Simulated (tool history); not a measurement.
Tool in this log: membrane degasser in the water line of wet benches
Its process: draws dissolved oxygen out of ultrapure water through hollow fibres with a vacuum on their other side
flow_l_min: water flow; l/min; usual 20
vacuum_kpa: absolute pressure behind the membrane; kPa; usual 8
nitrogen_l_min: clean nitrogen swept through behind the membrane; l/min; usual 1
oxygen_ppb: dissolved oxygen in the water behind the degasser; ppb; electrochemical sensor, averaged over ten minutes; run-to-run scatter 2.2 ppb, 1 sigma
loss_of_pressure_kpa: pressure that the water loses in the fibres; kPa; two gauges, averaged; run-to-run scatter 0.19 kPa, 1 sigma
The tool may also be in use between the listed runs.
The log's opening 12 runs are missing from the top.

| run | hour | flow_l_min | vacuum_kpa | nitrogen_l_min | oxygen_ppb | loss_of_pressure_kpa |
|---|---|---|---|---|---|---|
| 13 | 2326.4 | 19 | 8 | 1 | 219.3 | 35.75 |
| 14 | 2503.6 | 20 | 8 | 1 | 230 | 37.82 |
| 15 | 2660.8 | 20 | 8 | 2.24 | 122.1 | 37.76 |
| 16 | 2813.5 | 20 | 8 | 2.24 | 124.7 | 37.43 |
| 17 | 3040.7 | 20 | 4.91 | 1 | 100.2 | 37.46 |
| 18 | 3305.9 | 21 | 15.25 | 1.14 | 504.9 | 39.61 |
| 19 | 3489.1 | 29 | 19.47 | 0.46 | 1635.2 | 54.74 |
| 20 | 3602.3 | 12 | 8 | 1 | 138.9 | 22.87 |
| 21 | 3723.5 | 12 | 8 | 1 | 140.8 | 22.9 |
| 22 | 3984 | 21 | 9.63 | 0.51 | 526.2 | 39.68 |
| 23 | 4247.6 | 21 | 9.63 | 0.51 | 520.6 | 39.74 |
| 24 | 4402.6 | 13 | 8 | 1.18 | 129.8 | 24.62 |
| 25 | 4630.7 | 18 | 8 | 1.86 | 126.8 | 33.79 |
| 26 | 4748.4 | 20 | 13.81 | 1 | 472.6 | 37.95 |
| 27 | 4977 | 20 | 13.81 | 1 | 479.6 | 38.16 |
|  | 5112.2 | seals of the vacuum lines changed |
| 28 | 5131.7 | 20 | 13.81 | 1 | 468.6 | 38.11 |
| 29 | 5309.1 | 26 | 6.2 | 1.05 | 210 | 49.65 |
| 30 | 5502 | 26 | 6.2 | 1.05 | 210.9 | 49.54 |
| 31 | 5684.4 | 20 | 8 | 1.15 | 212.8 | 38.36 |

Consider 5 possible next runs. They are alternatives, not a sequence: every one starts from the tool as it was left by run 31. What does each give?
| A | 5833.8 | 14 | 10.39 | 2.71 | ? | ? |
| B | 5833.8 | 13 | 17.86 | 0.85 | ? | ? |
| C | 5833.8 | 20 | 4.87 | 1.15 | ? | ? |
| D | 5833.8 | 20 | 5.54 | 0.7 | ? | ? |
| E | 5833.8 | 29 | 14.62 | 2.85 | ? | ? |

| run | oxygen_ppb | loss_of_pressure_kpa |
|---|---|---|
| A | 101.1 | 26.91 |
| B | 483.4 | 24.63 |
| C | 93.3 | 38.14 |
| D | 173.5 | 38.13 |
| E | 329.2 | 55.13 |
The same runs, with their run-to-run variation unchanged, on a tool lacking any hidden condition would have given:
| run | oxygen_ppb | loss_of_pressure_kpa |
|---|---|---|
| A | 98.3 | 26.21 |
| B | 478.6 | 23.98 |
| C | 86.3 | 37.15 |
| D | 164.7 | 37.13 |
| E | 319.7 | 53.69 |
